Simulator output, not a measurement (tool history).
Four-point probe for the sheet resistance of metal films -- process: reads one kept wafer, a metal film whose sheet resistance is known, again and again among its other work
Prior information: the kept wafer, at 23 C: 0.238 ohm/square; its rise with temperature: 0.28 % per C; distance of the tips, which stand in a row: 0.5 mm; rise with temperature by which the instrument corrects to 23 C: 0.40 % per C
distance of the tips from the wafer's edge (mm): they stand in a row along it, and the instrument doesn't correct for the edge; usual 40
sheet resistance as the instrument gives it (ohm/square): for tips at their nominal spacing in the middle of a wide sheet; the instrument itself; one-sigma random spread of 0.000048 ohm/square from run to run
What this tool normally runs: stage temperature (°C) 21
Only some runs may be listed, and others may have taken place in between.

| run | day | stage temperature (°C) | distance of the tips from the wafer's edge (mm) | sheet resistance as the instrument gives it (ohm/square) |
|---|---|---|---|---|
| 1 | 0 | 21 | 40 | 0.237818 |
| 2 | 0.638 | 21 | 40 | 0.237824 |
| 3 | 2.067 | 21 | 40 | 0.237701 |
| 4 | 3.604 | 21 | 40 | 0.237803 |
| 5 | 4.496 | 21 | 40 | 0.237804 |
| 6 | 5.404 | 20 | 40 | 0.238091 |
| 7 | 6.754 | 20 | 40 | 0.238121 |
| 8 | 7.433 | 20 | 40 | 0.23809 |
| 9 | 8.758 | 20 | 40 | 0.238036 |
| 10 | 9.792 | 20 | 59 | 0.237984 |
| 11 | 11.317 | 20 | 59 | 0.238103 |
| 12 | 12.546 | 20 | 59 | 0.237993 |
| 13 | 13.229 | 20 | 59 | 0.238074 |
| 14 | 14.396 | 20 | 59 | 0.237957 |
| 15 | 15.596 | 20 | 51 | 0.237949 |
| 16 | 17.158 | 20 | 51 | 0.237991 |
| 17 | 18.2 | 21 | 6 | 0.238527 |
| 18 | 19.088 | 18 | 40 | 0.238581 |
| 19 | 19.975 | 18 | 40 | 0.238665 |
| 20 | 20.617 | 18 | 40 | 0.238568 |
| 21 | 21.854 | 18 | 40 | 0.238612 |
| 22 | 22.933 | 18 | 40 | 0.238625 |
| 23 | 24.442 | 32 | 4 | 0.236398 |
|  | 24.592 | stage's thermometer calibrated |
| 24 | 25.562 | 32 | 4 | 0.236442 |
| 25 | 27.012 | 32 | 4 | 0.236442 |
| 26 | 28.554 | 28 | 36 | 0.235579 |
| 27 | 29.921 | 18 | 7 | 0.239156 |
| 28 | 31.358 | 18 | 7 | 0.239298 |
| 29 | 32.808 | 22 | 25 | 0.237325 |
|  | 33.017 | stage's thermometer calibrated, once more |
| 30 | 34.379 | 24 | 3 | 0.240174 |
| 31 | 35.554 | 19 | 49 | 0.238077 |
| 32 | 36.542 | 22 | 7 | 0.237801 |
| 33 | 37.838 | 22 | 7 | 0.237864 |
| 34 | 38.512 | 22 | 25 | 0.237276 |
| 35 | 39.35 | 30 | 22 | 0.234881 |
| 36 | 40.108 | 29 | 6 | 0.235955 |
| 37 | 41.629 | 29 | 13 | 0.235275 |
| 38 | 42.492 | 25 | 5 | 0.237559 |
| 39 | 43.471 | 25 | 5 | 0.237459 |
| 40 | 44.6 | 23 | 15 | 0.236972 |
| 41 | 45.325 | 22 | 8 | 0.237665 |
| 42 | 45.983 | 22 | 8 | 0.237626 |
| 43 | 46.988 | 21 | 9 | 0.2378 |
| 44 | 48.546 | 24 | 35 | 0.236502 |

Each row is a separate what-if for the run after 44, all from the same tool condition, not one after another. Results?
| A | 49.954 | 23 | 33 | ? |
| B | 49.954 | 27 | 40 | ? |
| C | 49.954 | 23 | 40 | ? |

| run | sheet resistance as the instrument gives it (ohm/square) |
|---|---|
| A | 0.236828 |
| B | 0.235687 |
| C | 0.236804 |
Take away the tool's hidden state, keep each run's random variation, and the runs would have read:
| run | sheet resistance as the instrument gives it (ohm/square) |
|---|---|
| A | 0.238032 |
| B | 0.236887 |
| C | 0.238008 |
